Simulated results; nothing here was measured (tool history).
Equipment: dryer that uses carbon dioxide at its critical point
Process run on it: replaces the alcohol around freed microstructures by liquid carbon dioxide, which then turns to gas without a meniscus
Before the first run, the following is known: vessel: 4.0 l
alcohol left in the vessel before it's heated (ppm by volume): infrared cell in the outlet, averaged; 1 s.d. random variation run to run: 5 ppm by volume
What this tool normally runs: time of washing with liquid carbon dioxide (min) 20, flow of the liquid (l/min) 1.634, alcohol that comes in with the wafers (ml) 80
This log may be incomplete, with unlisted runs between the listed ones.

run,hour,time of washing with liquid carbon dioxide (min),flow of the liquid (l/min),alcohol that comes in with the wafers (ml),alcohol left in the vessel before it's heated (ppm by volume)
1,0.0,20,1.634,80,54
2,9.3,20,1.634,80,56
3,15.4,20,1.634,80,51
4,26.5,20,1.634,80,72
5,33.0,20,1.634,80,62
6,45.5,20,1.634,80,49
7,53.3,27,1.634,80,29
8,60.8,27,1.634,80,34

Run 9 has not been measured yet. What should we expect?
9,68.4,18,1.820,51,?

alcohol left in the vessel before it's heated (ppm by volume): 52
Without the tool's hidden state the same run would have given alcohol left in the vessel before it's heated (ppm by volume) 17.

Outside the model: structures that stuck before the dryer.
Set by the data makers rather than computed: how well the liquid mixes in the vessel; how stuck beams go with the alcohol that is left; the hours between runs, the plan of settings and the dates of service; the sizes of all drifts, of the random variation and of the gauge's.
